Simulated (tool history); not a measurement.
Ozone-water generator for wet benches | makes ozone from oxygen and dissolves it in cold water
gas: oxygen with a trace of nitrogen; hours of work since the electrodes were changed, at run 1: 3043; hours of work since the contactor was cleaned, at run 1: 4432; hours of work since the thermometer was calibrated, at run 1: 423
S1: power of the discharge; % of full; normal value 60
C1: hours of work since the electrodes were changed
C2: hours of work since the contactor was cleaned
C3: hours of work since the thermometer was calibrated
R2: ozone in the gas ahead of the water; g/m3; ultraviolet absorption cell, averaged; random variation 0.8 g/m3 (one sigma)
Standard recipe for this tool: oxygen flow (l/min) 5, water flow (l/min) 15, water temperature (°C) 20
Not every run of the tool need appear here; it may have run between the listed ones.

Run 1, day 0: usual settings; C1 3043; C2 4432; C3 423. Result: dissolved ozone (ppm) 12.7, R2 119.6 g/m3.
Run 2, day 4.312: usual settings; C1 3122; C2 4511; C3 501. Result: dissolved ozone (ppm) 12.4, R2 118.7 g/m3.
Run 3, day 6.462: usual settings; C1 3161; C2 4550; C3 540. Result: dissolved ozone (ppm) 12.4, R2 120.4 g/m3.
Run 4, day 11.612: usual settings but water flow (l/min) 9; C1 3255; C2 4643; C3 634. Result: dissolved ozone (ppm) 18, R2 119.9 g/m3.
Run 5, day 14.442: usual settings but water flow (l/min) 9; C1 3306; C2 4695; C3 685. Result: dissolved ozone (ppm) 18.1, R2 119.6 g/m3.
Run 6, day 17.138: usual settings but S1 69 % of full; C1 3355; C2 4744; C3 734. Result: dissolved ozone (ppm) 14.1, R2 133.4 g/m3.
Run 7, day 20.146: usual settings but S1 69 % of full; C1 3410; C2 4799; C3 789. Result: dissolved ozone (ppm) 13.9, R2 132.9 g/m3.
Run 8, day 22.762: usual settings but oxygen flow (l/min) 5.54; C1 3458; C2 4846; C3 837. Result: dissolved ozone (ppm) 12.6, R2 114.4 g/m3.
Run 9, day 26.829: usual settings but oxygen flow (l/min) 6.85; C1 3532; C2 4920; C3 911. Result: dissolved ozone (ppm) 12.8, R2 105.9 g/m3.
Run 10, day 30.35: usual settings but oxygen flow (l/min) 6.85; C1 3596; C2 4984; C3 975. Result: dissolved ozone (ppm) 12.8, R2 106 g/m3.
Run 11, day 34.112: usual settings but oxygen flow (l/min) 6.23; C1 3664; C2 5053; C3 1043. Result: dissolved ozone (ppm) 12.5, R2 109.6 g/m3.
Run 12, day 37.496: usual settings but oxygen flow (l/min) 6.23; C1 3726; C2 5114; C3 1105. Result: dissolved ozone (ppm) 12.5, R2 108.7 g/m3.
Run 13, day 39.592: usual settings but oxygen flow (l/min) 6.23; C1 3764; C2 5152; C3 1143. Result: dissolved ozone (ppm) 12.6, R2 108.3 g/m3.
Run 14, day 42.825: usual settings but oxygen flow (l/min) 6.23; C1 3823; C2 5211; C3 1202. Result: dissolved ozone (ppm) 12.4, R2 109.6 g/m3.
Run 15, day 47.008: usual settings but S1 41 % of full, oxygen flow (l/min) 2.5, water flow (l/min) 23, water temperature (°C) 19; C1 3899; C2 5287; C3 1278. Result: dissolved ozone (ppm) 5.3, R2 115.9 g/m3.
Run 16, day 51.283: usual settings but oxygen flow (l/min) 2.68, water temperature (°C) 23; C1 3976; C2 5365; C3 1356. Result: dissolved ozone (ppm) 10.6, R2 152 g/m3.
Run 17, day 53.475: usual settings but oxygen flow (l/min) 2.68, water flow (l/min) 23, water temperature (°C) 23; C1 4016; C2 5405; C3 1396. Result: dissolved ozone (ppm) 7.2, R2 153.2 g/m3.
Run 18, day 55.862: usual settings but oxygen flow (l/min) 7.63, water flow (l/min) 23, water temperature (°C) 23; C1 4060; C2 5448; C3 1439. Result: dissolved ozone (ppm) 8.2, R2 101.7 g/m3.
Run 19, day 58.929: usual settings but water flow (l/min) 10, water temperature (°C) 19; C1 4116; C2 5504; C3 1495. Result: dissolved ozone (ppm) 16.9, R2 118.2 g/m3.
Run 20, day 61.475: usual settings but water flow (l/min) 10, water temperature (°C) 19; C1 4162; C2 5550; C3 1541. Result: dissolved ozone (ppm) 16.9, R2 118.9 g/m3.
Run 21, day 63.888: usual settings but S1 62 % of full, oxygen flow (l/min) 6.44, water temperature (°C) 12; C1 4206; C2 5594; C3 1585. Result: dissolved ozone (ppm) 14.8, R2 109.3 g/m3.
Run 22, day 68.321: usual settings but S1 72 % of full, oxygen flow (l/min) 8.04, water flow (l/min) 12, water temperature (°C) 19; C1 4286; C2 5675; C3 1666. Result: dissolved ozone (ppm) 16.9, R2 114.6 g/m3.
Run 23, day 72.842: usual settings but S1 72 % of full, oxygen flow (l/min) 8.04, water flow (l/min) 12, water temperature (°C) 19; C1 4369; C2 5757; C3 1748. Result: dissolved ozone (ppm) 17, R2 113.7 g/m3.
Run 24, day 77.158: usual settings but S1 58 % of full, oxygen flow (l/min) 2.99, water flow (l/min) 12; C1 4447; C2 5836; C3 1826. Result: dissolved ozone (ppm) 13.7, R2 140.6 g/m3.
Run 25, day 81.367: usual settings but S1 87 % of full, oxygen flow (l/min) 4.47; C1 4524; C2 5912; C3 1903. Result: dissolved ozone (ppm) 16.4, R2 164.3 g/m3.

Below, each run's measurement less what the same run would have read without the hidden state. Both values contain the same run-to-run variation, but the gauge's scatter may not be the same in both:
The hidden state here: yield of the discharge, % of new electrodes'; contactor's efficiency, % of a clean one's; true water temperature over the reading, C; drift of the gauge itself on ozone_ppm, %; drift of the gauge itself on gas_g_m3, %.
run  dissolved ozone (ppm)     R2
  1                   -0.8   -4.7
  2                   -0.8   -4.9
  3                   -0.8   -4.9
  4                   -1.1   -5.1
  5                   -1.1   -5.2
  6                   -1.1   -6.6
  7                     -1   -6.7
  8                   -0.9   -5.2
  9                   -0.9   -4.9
 10                   -0.9     -5
 11                   -0.9   -5.3
 12                   -0.9   -5.4
 13                     -1   -5.5
 14                     -1   -5.6
 15                   -0.4   -3.8
 16                   -0.9     -8
 17                   -0.6   -8.2
 18                   -0.8   -5.4
 19                   -1.4   -6.5
 20                   -1.3   -6.6
 21                   -1.3   -6.4
 22                   -1.6   -7.7
 23                   -1.6   -7.9
 24                   -1.2   -8.1
 25                   -1.9  -13.7
